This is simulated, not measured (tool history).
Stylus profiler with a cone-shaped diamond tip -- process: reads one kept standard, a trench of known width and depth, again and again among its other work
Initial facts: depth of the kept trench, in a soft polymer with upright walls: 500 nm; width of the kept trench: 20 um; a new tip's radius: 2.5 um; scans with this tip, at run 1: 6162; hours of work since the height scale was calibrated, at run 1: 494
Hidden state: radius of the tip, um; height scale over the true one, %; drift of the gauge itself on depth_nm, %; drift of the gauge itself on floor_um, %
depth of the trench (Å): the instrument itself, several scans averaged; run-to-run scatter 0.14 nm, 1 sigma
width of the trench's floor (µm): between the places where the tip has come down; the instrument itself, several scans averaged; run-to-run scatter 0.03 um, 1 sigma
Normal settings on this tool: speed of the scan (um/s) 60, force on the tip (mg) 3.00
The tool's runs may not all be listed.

| run | hour | speed of the scan (um/s) | force on the tip (mg) | scans with this tip | hours of work since the height scale was calibrated | depth of the trench (Å) | width of the trench's floor (µm) |
|---|---|---|---|---|---|---|---|
| 1 | 0.0 | 60 | 3.00 | 6162 | 494 | 5089.0 | 16.46 |
| 2 | 29.2 | 60 | 3.00 | 6367 | 510 | 5090.1 | 16.45 |
| 3 | 69.6 | 60 | 3.00 | 6652 | 533 | 5089.6 | 16.43 |
| 4 | 95.4 | 60 | 3.00 | 6833 | 548 | 5088.4 | 16.43 |
| 5 | 130.8 | 60 | 3.00 | 7082 | 568 | 5089.1 | 16.39 |
| 6 | 168.7 | 60 | 3.00 | 7349 | 589 | 5089.2 | 16.37 |
| 7 | 210.2 | 60 | 3.00 | 7641 | 613 | 5088.1 | 16.43 |
| 8 | 233.6 | 46 | 4.91 | 7806 | 626 | 5127.3 | 16.38 |
| 9 | 258.6 | 58 | 3.00 | 7981 | 640 | 5087.6 | 16.37 |
|  | 261.2 | height scale calibrated on a step standard |
| 10 | 295.2 | 101 | 4.15 | 8235 | 19 | 5108.5 | 16.25 |
| 11 | 316.5 | 101 | 4.15 | 8385 | 31 | 5110.0 | 16.28 |
|  | 346.4 | height scale calibrated on a step standard, once more |
| 12 | 346.4 | 101 | 4.15 | 8592 | 0 | 5117.7 | 16.34 |
| 13 | 364.6 | 162 | 2.08 | 8720 | 10 | 5074.5 | 16.07 |

Alternative continuations, all from the tool just after run 13; predict every row:
| A | 398.3 | 20 | 2.41 | 8957 | 29 | ? | ? |
| B | 398.3 | 162 | 3.13 | 8957 | 29 | ? | ? |
| C | 398.3 | 229 | 2.08 | 8957 | 29 | ? | ? |
| D | 398.3 | 121 | 5.22 | 8957 | 29 | ? | ? |
| E | 398.3 | 88 | 4.62 | 8957 | 29 | ? | ? |

| run | depth of the trench (Å) | width of the trench's floor (µm) |
|---|---|---|
| A | 5082.9 | 16.40 |
| B | 5099.5 | 16.18 |
| C | 5072.4 | 15.91 |
| D | 5140.0 | 16.25 |
| E | 5126.5 | 16.30 |
What these runs would have given with no unlogged condition in the tool:
| run | depth of the trench (Å) | width of the trench's floor (µm) |
|---|---|---|
| A | 5084.4 | 16.98 |
| B | 5100.9 | 16.76 |
| C | 5073.9 | 16.49 |
| D | 5141.4 | 16.83 |
| E | 5127.9 | 16.88 |
